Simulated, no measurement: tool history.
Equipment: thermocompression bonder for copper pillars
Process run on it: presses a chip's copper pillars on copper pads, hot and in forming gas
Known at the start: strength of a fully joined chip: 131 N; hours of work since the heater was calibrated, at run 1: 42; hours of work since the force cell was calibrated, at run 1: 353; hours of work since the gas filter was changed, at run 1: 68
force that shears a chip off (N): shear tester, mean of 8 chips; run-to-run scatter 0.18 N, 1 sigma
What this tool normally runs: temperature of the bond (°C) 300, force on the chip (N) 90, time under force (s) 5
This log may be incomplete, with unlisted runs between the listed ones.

run	day	temperature of the bond (°C)	force on the chip (N)	time under force (s)	hours of work since the heater was calibrated	hours of work since the force cell was calibrated	hours of work since the gas filter was changed	force that shears a chip off (N)
1	0.000	300	90	5	42	353	68	65.5
2	0.825	300	90	5	53	363	79	65.0
3	1.308	300	90	5	59	369	85	65.3
4	2.192	300	90	5	70	381	96	65.4
5	2.738	300	90	5	77	388	103	65.1
6	3.325	300	90	5	84	395	110	65.1
7	4.067	300	132	5	94	404	120	75.7
8	4.621	275	90	5	101	411	127	46.6
9	5.379	275	90	5	110	421	136	46.7
10	6.238	310	90	5	121	432	147	72.6
11	6.708	310	90	5	127	438	153	72.4
# day 7.125: forming gas filter changed
12	7.217	310	90	5	133	444	1	74.8
13	7.825	300	56	5	141	452	9	54.1
14	8.408	300	90	6	148	459	16	70.9
15	9.538	300	90	6	163	473	31	71.1
16	10.021	300	90	6	169	479	37	70.6
17	10.754	300	90	6	178	489	46	70.8
18	11.475	300	90	6	187	498	55	70.4
19	12.075	300	64	6	195	505	63	61.2
20	12.658	300	64	6	202	513	70	61.1
21	13.671	300	64	6	215	526	83	61.1
22	14.358	276	86	5	224	534	92	47.0
23	15.017	276	86	9	232	543	100	59.0
24	15.492	290	69	9	238	549	106	64.4
25	16.158	323	87	12	247	557	114	102.4
26	17.162	300	117	7	259	570	127	81.6
27	18.233	300	117	7	273	583	141	80.8
28	19.004	324	117	7	283	593	150	99.0
29	19.542	283	117	8	289	600	157	70.0
# day 19.646: forming gas filter changed
30	20.225	283	116	9	298	608	7	74.6
31	21.225	311	109	7	310	621	20	90.1
32	21.700	311	58	6	316	627	26	67.8
33	22.533	285	60	9	327	638	37	58.0
34	23.029	285	66	5	333	644	43	48.5

What will run 35 give?
35	23.783	285	66	5	343	653	52	?

force that shears a chip off (N): 48.4
Minus the tool's unlogged condition, the same run would have read force that shears a chip off (N) 46.7.
